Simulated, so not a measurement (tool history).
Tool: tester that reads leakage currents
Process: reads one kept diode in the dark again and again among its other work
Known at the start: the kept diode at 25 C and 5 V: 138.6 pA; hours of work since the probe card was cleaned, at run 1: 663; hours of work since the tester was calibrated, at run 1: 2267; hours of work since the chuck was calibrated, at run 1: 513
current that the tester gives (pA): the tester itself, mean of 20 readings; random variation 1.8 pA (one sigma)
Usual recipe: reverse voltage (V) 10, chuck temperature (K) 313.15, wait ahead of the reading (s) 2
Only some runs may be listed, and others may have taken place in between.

run	hour	reverse voltage (V)	chuck temperature (K)	wait ahead of the reading (s)	hours of work since the probe card was cleaned	hours of work since the tester was calibrated	hours of work since the chuck was calibrated	current that the tester gives (pA)
1	0	10	313.15	2	663	2267	513	587.21
# hour 227.5: chuck's temperature calibrated
2	289	10	313.15	2	784	2388	26	593.48
3	508.2	10	313.15	2	877	2481	119	591.82
4	764.9	10	313.15	2	986	2589	227	591.47
5	899.9	10	313.15	8.5	1043	2647	284	592.14
6	1075.3	10	313.15	8.5	1117	2721	358	591.16
# hour 1197.5: probe card cleaned and baked
7	1347.7	10	313.15	0.43	63	2834	472	590.78
8	1637.4	10	313.15	0.43	186	2957	595	592.39
# hour 1664.8: chuck's temperature calibrated
9	1838.3	3.7	313.15	2	270	3041	73	396.89
10	2016.6	3.7	313.15	2	345	3116	149	398.35
11	2187.7	10	313.15	2	418	3189	221	592
12	2466.7	7.3	313.15	2	536	3307	339	523.09
# hour 2616.9: tester calibrated
13	2698.2	7.3	313.15	2	633	34	436	520.36
14	2873.2	10	313.15	2	707	108	510	592.29
15	3057.5	10	322.15	2	784	186	588	1136.8
# hour 3093.4: chuck's temperature calibrated
16	3203.9	10	313.15	2	845	247	47	588.61
17	3368.7	10	313.15	2	915	317	116	594.16
18	3559.3	7.3	313.15	2	996	397	197	524.08
19	3794.3	10	330.15	2	1095	497	296	1969
# hour 3954.9: probe card cleaned and baked
20	4031.2	10	330.15	2	32	596	395	1973.34
21	4276.4	10	293.15	5.77	136	699	499	121.46
22	4401.1	8.5	303.15	0.38	189	752	551	258.36
# hour 4521.7: chuck's temperature calibrated
23	4591.8	10	313.15	7.63	268	832	30	588.64
24	4769.9	2.6	299.15	5.02	344	907	105	116.3
25	5051.5	2.7	300.15	6.17	463	1026	224	127.38
26	5178.2	16.4	325.15	0.73	516	1080	277	1696.02
27	5332	16.4	325.15	0.73	581	1145	342	1702.3
28	5482.8	17.6	330.15	3.31	645	1208	406	2446.93
29	5638	11.9	294.15	0.44	710	1274	472	143.53
30	5776	10	325.15	2	769	1332	530	1392.98
31	5919.8	10	325.15	2	830	1393	591	1395.69
# hour 5955.7: chuck's temperature calibrated
32	6087.9	2.5	325.15	2	900	1463	56	805.62
33	6363.5	2.5	325.15	2	1016	1580	172	797.56
34	6649.5	4.3	316.15	0.57	1137	1701	293	526.81
# hour 6722: probe card cleaned and baked
35	6897.2	10	294.15	7.29	74	1804	397	132.18
36	7144.5	10	294.15	7.29	179	1908	501	131.86
37	7332.2	10	294.15	7.29	258	1988	580	131.14
# hour 7387.6: chuck's temperature calibrated
38	7487.7	12.8	331.15	1.01	323	2053	42	2315.34
39	7744.6	1.8	317.15	1.09	431	2161	151	400.01

Forecast each of these 3 alternatives for the next run:
A	7868.8	10	313.15	0.7	484	2214	203	?
B	7868.8	1	304.15	2	484	2214	203	?
C	7868.8	10	311.15	2	484	2214	203	?

run	current that the tester gives (pA)
A	589.25
B	117.73
C	509.18
Without the tool's unlogged condition, the same runs would have read:
run	current that the tester gives (pA)
A	589
B	117.69
C	508.95

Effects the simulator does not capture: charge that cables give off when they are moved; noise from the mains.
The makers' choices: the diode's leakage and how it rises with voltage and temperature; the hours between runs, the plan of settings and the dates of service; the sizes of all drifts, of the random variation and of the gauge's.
